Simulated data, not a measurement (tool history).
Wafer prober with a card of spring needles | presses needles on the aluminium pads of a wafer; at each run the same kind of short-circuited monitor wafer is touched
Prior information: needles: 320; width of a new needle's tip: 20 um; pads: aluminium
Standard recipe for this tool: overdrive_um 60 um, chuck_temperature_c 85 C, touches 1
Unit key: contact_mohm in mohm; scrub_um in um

Run 1, hour 0.0: usual settings. Result: contact_mohm 264 mohm, scrub_um 16.52 um.
At hour 2.6: tips cleaned on abrasive film.
At hour 15.3: tips cleaned on abrasive film.
At hour 25.5: tips cleaned on abrasive film.
Run 2, hour 34.4: usual settings. Result: contact_mohm 279 mohm, scrub_um 16.44 um.
At hour 37.1: tips cleaned on abrasive film.
At hour 47.3: tips cleaned on abrasive film.
At hour 60.1: tips cleaned on abrasive film.
At hour 72.8: tips cleaned on abrasive film.
At hour 85.6: tips cleaned on abrasive film.
Run 3, hour 88.8: usual settings. Result: contact_mohm 230 mohm, scrub_um 16.35 um.
At hour 96.5: tips cleaned on abrasive film.
At hour 106.7: tips cleaned on abrasive film.
At hour 117.0: tips cleaned on abrasive film.
At hour 119.8: height of the first contact set anew.
At hour 130.0: tips cleaned on abrasive film.
Run 4, hour 132.1: usual settings. Result: contact_mohm 213 mohm, scrub_um 16.61 um.
At hour 142.3: tips cleaned on abrasive film.
At hour 155.0: tips cleaned on abrasive film.
At hour 165.3: tips cleaned on abrasive film.
At hour 175.5: tips cleaned on abrasive film.
Run 5, hour 178.6: usual settings but chuck_temperature_c 73 C. Result: contact_mohm 233 mohm, scrub_um 16.59 um.
At hour 186.3: tips cleaned on abrasive film.
At hour 196.5: tips cleaned on abrasive film.
At hour 209.3: tips cleaned on abrasive film.
Run 6, hour 216.6: usual settings but chuck_temperature_c 73 C. Result: contact_mohm 268 mohm, scrub_um 16.50 um.
At hour 221.8: tips cleaned on abrasive film.
At hour 232.0: tips cleaned on abrasive film.
At hour 244.6: tips cleaned on abrasive film.
Run 7, hour 247.2: usual settings but chuck_temperature_c 73 C. Result: contact_mohm 228 mohm, scrub_um 16.46 um.
At hour 254.9: tips cleaned on abrasive film.
At hour 267.7: tips cleaned on abrasive film.
Run 8, hour 277.5: usual settings but chuck_temperature_c 34 C. Result: contact_mohm 282 mohm, scrub_um 16.42 um.
At hour 280.2: tips cleaned on abrasive film.
At hour 290.4: tips cleaned on abrasive film.
At hour 303.2: tips cleaned on abrasive film.
At hour 315.9: tips cleaned on abrasive film.
At hour 328.0: tips cleaned on abrasive film.
Run 9, hour 328.0: usual settings but chuck_temperature_c 34 C. Result: contact_mohm 171 mohm, scrub_um 16.28 um.
At hour 338.2: tips cleaned on abrasive film.
At hour 351.0: tips cleaned on abrasive film.
At hour 356.4: height of the first contact set anew.
At hour 361.6: tips cleaned on abrasive film.
Run 10, hour 361.6: usual settings but chuck_temperature_c 49 C. Result: contact_mohm 173 mohm, scrub_um 16.64 um.
At hour 371.8: tips cleaned on abrasive film.
At hour 382.1: tips cleaned on abrasive film.
At hour 394.8: tips cleaned on abrasive film.
At hour 405.1: tips cleaned on abrasive film.
Run 11, hour 406.1: usual settings but chuck_temperature_c 49 C. Result: contact_mohm 195 mohm, scrub_um 16.55 um.
At hour 416.3: tips cleaned on abrasive film.
At hour 426.6: tips cleaned on abrasive film.
At hour 439.3: tips cleaned on abrasive film.
Run 12, hour 444.3: usual settings but overdrive_um 65 um, touches 3. Result: contact_mohm 194 mohm, scrub_um 17.89 um.
At hour 452.0: tips cleaned on abrasive film.
At hour 462.2: tips cleaned on abrasive film.
At hour 475.0: tips cleaned on abrasive film.
At hour 485.2: tips cleaned on abrasive film.
Run 13, hour 489.4: usual settings but overdrive_um 61 um, chuck_temperature_c 39 C, touches 2. Result: contact_mohm 212 mohm, scrub_um 16.74 um.
At hour 497.1: tips cleaned on abrasive film.
At hour 507.4: tips cleaned on abrasive film.
At hour 520.1: tips cleaned on abrasive film.
At hour 532.9: tips cleaned on abrasive film.
Run 14, hour 537.6: usual settings but overdrive_um 49 um, chuck_temperature_c 40 C. Result: contact_mohm 295 mohm, scrub_um 13.32 um.
At hour 545.3: tips cleaned on abrasive film.
At hour 558.1: tips cleaned on abrasive film.
At hour 568.3: tips cleaned on abrasive film.
At hour 581.1: tips cleaned on abrasive film.
Run 15, hour 583.9: usual settings but overdrive_um 49 um, chuck_temperature_c 40 C. Result: contact_mohm 260 mohm, scrub_um 13.25 um.
At hour 591.6: tips cleaned on abrasive film.
At hour 591.9: height of the first contact set anew.
At hour 604.7: tips cleaned on abrasive film.
At hour 617.4: tips cleaned on abrasive film.
At hour 627.7: tips cleaned on abrasive film.
At hour 639.0: tips cleaned on abrasive film.
Run 16, hour 639.0: usual settings but overdrive_um 49 um, chuck_temperature_c 46 C. Result: contact_mohm 186 mohm, scrub_um 13.49 um.
At hour 651.7: tips cleaned on abrasive film.
At hour 664.4: tips cleaned on abrasive film.
At hour 674.6: tips cleaned on abrasive film.
Run 17, hour 677.7: usual settings but overdrive_um 49 um, chuck_temperature_c 46 C. Result: contact_mohm 265 mohm, scrub_um 13.47 um.
At hour 685.4: tips cleaned on abrasive film.
At hour 698.2: tips cleaned on abrasive film.
At hour 708.4: tips cleaned on abrasive film.
At hour 718.7: tips cleaned on abrasive film.
Run 18, hour 728.4: usual settings but overdrive_um 49 um, chuck_temperature_c 46 C. Result: contact_mohm 347 mohm, scrub_um 13.40 um.
At hour 731.0: tips cleaned on abrasive film.
At hour 743.8: tips cleaned on abrasive film.
At hour 754.0: tips cleaned on abrasive film.
Run 19, hour 758.3: usual settings. Result: contact_mohm 250 mohm, scrub_um 16.40 um.

5 ways to go on from here, each from the tool as it stands after run 19. What would each give?
At hour 766.0: tips cleaned on abrasive film.
At hour 778.6: tips cleaned on abrasive film.
At hour 788.8: tips cleaned on abrasive film.
At hour 801.6: tips cleaned on abrasive film.
Run A, hour 803.7: usual settings but overdrive_um 73 um. Result: contact_mohm ?, scrub_um ?.
At hour 766.0: tips cleaned on abrasive film.
At hour 778.6: tips cleaned on abrasive film.
At hour 788.8: tips cleaned on abrasive film.
At hour 801.6: tips cleaned on abrasive film.
Run B, hour 803.7: usual settings but overdrive_um 51 um, chuck_temperature_c 35 C. Result: contact_mohm ?, scrub_um ?.
At hour 766.0: tips cleaned on abrasive film.
At hour 778.6: tips cleaned on abrasive film.
At hour 788.8: tips cleaned on abrasive film.
At hour 801.6: tips cleaned on abrasive film.
Run C, hour 803.7: usual settings but overdrive_um 78 um. Result: contact_mohm ?, scrub_um ?.
At hour 766.0: tips cleaned on abrasive film.
At hour 778.6: tips cleaned on abrasive film.
At hour 788.8: tips cleaned on abrasive film.
At hour 801.6: tips cleaned on abrasive film.
Run D, hour 803.7: usual settings but chuck_temperature_c 78 C. Result: contact_mohm ?, scrub_um ?.
At hour 766.0: tips cleaned on abrasive film.
At hour 778.6: tips cleaned on abrasive film.
At hour 788.8: tips cleaned on abrasive film.
At hour 801.6: tips cleaned on abrasive film.
Run E, hour 803.7: usual settings but overdrive_um 54 um, touches 2. Result: contact_mohm ?, scrub_um ?.

run  contact_mohm  scrub_um
  A           199     19.94
  B           231     13.84
  C           195     21.33
  D           220     16.33
  E           207     14.67
With no hidden state in the tool, these same runs would have given:
run  contact_mohm  scrub_um
  A           164     20.24
  B           160     14.14
  C           163     21.63
  D           169     16.63
  E           168     14.97

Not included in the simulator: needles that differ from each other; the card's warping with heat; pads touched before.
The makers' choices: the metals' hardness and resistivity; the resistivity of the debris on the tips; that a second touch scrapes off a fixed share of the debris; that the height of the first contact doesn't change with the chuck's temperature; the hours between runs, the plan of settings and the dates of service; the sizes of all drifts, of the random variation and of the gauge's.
